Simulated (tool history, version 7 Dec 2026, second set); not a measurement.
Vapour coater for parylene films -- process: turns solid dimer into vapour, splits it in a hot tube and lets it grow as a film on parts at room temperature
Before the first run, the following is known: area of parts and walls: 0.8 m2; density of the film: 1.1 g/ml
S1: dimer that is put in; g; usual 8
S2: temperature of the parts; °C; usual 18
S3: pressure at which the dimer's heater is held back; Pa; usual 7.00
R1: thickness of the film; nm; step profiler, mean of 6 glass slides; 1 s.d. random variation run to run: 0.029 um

{"run": 1, "hour": 0.0, "S1": 8, "S2": 18, "S3": 7.0, "R1": 6890}
{"run": 2, "hour": 17.2, "S1": 8, "S2": 18, "S3": 2.42, "R1": 7630}
{"run": 3, "hour": 32.8, "S1": 8, "S2": 18, "S3": 11.15, "R1": 6580}
{"run": 4, "hour": 60.4, "S1": 8, "S2": 18, "S3": 11.15, "R1": 6590}
{"run": 5, "hour": 75.0, "S1": 8, "S2": 18, "S3": 11.15, "R1": 6620}
{"run": 6, "hour": 88.9, "S1": 8, "S2": 18, "S3": 7.0, "R1": 6920}
{"run": 7, "hour": 109.0, "S1": 8, "S2": 18, "S3": 7.0, "R1": 6890}
{"run": 8, "hour": 131.7, "S1": 8, "S2": 18, "S3": 7.0, "R1": 6890}
{"run": 9, "hour": 151.1, "S1": 8, "S2": 15, "S3": 7.0, "R1": 7930}
{"run": 10, "hour": 168.9, "S1": 8, "S2": 18, "S3": 7.0, "R1": 6950}
{"run": 11, "hour": 184.0, "S1": 8, "S2": 18, "S3": 7.0, "R1": 6910}
{"run": 12, "hour": 201.3, "S1": 8, "S2": 18, "S3": 7.0, "R1": 6980}
{"run": 13, "hour": 220.2, "S1": 8, "S2": 18, "S3": 7.0, "R1": 6920}
{"run": 14, "hour": 236.1, "S1": 8, "S2": 25, "S3": 7.0, "R1": 5050}
{"run": 15, "hour": 260.4, "S1": 8, "S2": 25, "S3": 7.0, "R1": 5050}
{"hour": 283.3, "done": "trap's valve overhauled"}
{"run": 16, "hour": 283.3, "S1": 8, "S2": 25, "S3": 7.0, "R1": 5060}
{"run": 17, "hour": 305.2, "S1": 7, "S2": 18, "S3": 7.0, "R1": 6090}
{"run": 18, "hour": 328.1, "S1": 7, "S2": 18, "S3": 7.0, "R1": 6090}
{"run": 19, "hour": 345.1, "S1": 8, "S2": 18, "S3": 7.0, "R1": 6980}
{"run": 20, "hour": 373.8, "S1": 8, "S2": 18, "S3": 7.0, "R1": 6980}
{"run": 21, "hour": 399.1, "S1": 8, "S2": 18, "S3": 7.0, "R1": 6980}
{"run": 22, "hour": 430.6, "S1": 8, "S2": 18, "S3": 7.0, "R1": 7030}
{"run": 23, "hour": 445.0, "S1": 8, "S2": 18, "S3": 7.0, "R1": 7010}
{"run": 24, "hour": 464.6, "S1": 8, "S2": 18, "S3": 7.0, "R1": 7020}
{"run": 25, "hour": 485.6, "S1": 4, "S2": 14, "S3": 7.0, "R1": 4200}
{"run": 26, "hour": 511.3, "S1": 4, "S2": 14, "S3": 7.0, "R1": 4190}
{"run": 27, "hour": 529.4, "S1": 13, "S2": 21, "S3": 2.03, "R1": 11100}
{"run": 28, "hour": 554.6, "S1": 13, "S2": 21, "S3": 2.03, "R1": 11080}
{"run": 29, "hour": 571.6, "S1": 8, "S2": 23, "S3": 2.06, "R1": 6250}
{"run": 30, "hour": 598.3, "S1": 5, "S2": 18, "S3": 7.33, "R1": 4370}
{"run": 31, "hour": 623.6, "S1": 12, "S2": 18, "S3": 7.33, "R1": 10510}
{"run": 32, "hour": 645.9, "S1": 3, "S2": 18, "S3": 7.0, "R1": 2630}
{"run": 33, "hour": 667.9, "S1": 3, "S2": 18, "S3": 7.0, "R1": 2630}
{"run": 34, "hour": 688.0, "S1": 5, "S2": 11, "S3": 7.0, "R1": 5700}
{"run": 35, "hour": 700.9, "S1": 5, "S2": 11, "S3": 7.0, "R1": 5670}
{"run": 36, "hour": 719.7, "S1": 7, "S2": 14, "S3": 6.56, "R1": 7540}
{"run": 37, "hour": 743.4, "S1": 7, "S2": 14, "S3": 6.56, "R1": 7510}
{"run": 38, "hour": 764.6, "S1": 7, "S2": 14, "S3": 6.56, "R1": 7500}
{"run": 39, "hour": 789.7, "S1": 13, "S2": 20, "S3": 7.0, "R1": 10440}
{"run": 40, "hour": 815.8, "S1": 8, "S2": 18, "S3": 6.61, "R1": 7130}
{"run": 41, "hour": 834.0, "S1": 8, "S2": 18, "S3": 6.61, "R1": 7070}
{"hour": 845.8, "done": "gauge calibrated"}
{"run": 42, "hour": 861.7, "S1": 8, "S2": 18, "S3": 6.61, "R1": 6890}
{"run": 43, "hour": 882.6, "S1": 9, "S2": 28, "S3": 5.39, "R1": 4980}
{"run": 44, "hour": 900.6, "S1": 12, "S2": 18, "S3": 7.0, "R1": 10360}
{"run": 45, "hour": 926.4, "S1": 12, "S2": 18, "S3": 7.0, "R1": 10390}
{"run": 46, "hour": 947.9, "S1": 11, "S2": 10, "S3": 2.46, "R1": 12210}
{"run": 47, "hour": 965.1, "S1": 4, "S2": 18, "S3": 2.82, "R1": 3760}

Selected run-to-run steps in R1, each split into two signed amounts: the part the tool would show with no hidden state at all (from settings, incoming material and random variation), and the remainder, which goes to the hidden state together with any gauge scatter not common to the measured and the hidden-state-free results:
Hidden conditions of the tool in this case: vapour lost through the trap's worn valve, %; true temperature of the parts over the reading, C; drift of the gauge itself on film_um, %.
Run 26 -> 27: S1 4 -> 13, S2 14 -> 21, S3 7.00 -> 2.03. R1 +6910 nm: hidden state +100, all else +6810.
Run 30 -> 31: S1 5 -> 12. R1 +6140 nm: hidden state +110, all else +6030.
Run 31 -> 32: S1 12 -> 3, S3 7.33 -> 7.00. R1 -7880 nm: hidden state -140, all else -7740.
Run 41 -> 42: gauge calibrated. R1 -180 nm: hidden state -180, all else +0.
Run 46 -> 47: S1 11 -> 4, S2 10 -> 18, S3 2.46 -> 2.82. R1 -8450 nm: hidden state -10, all else -8440.
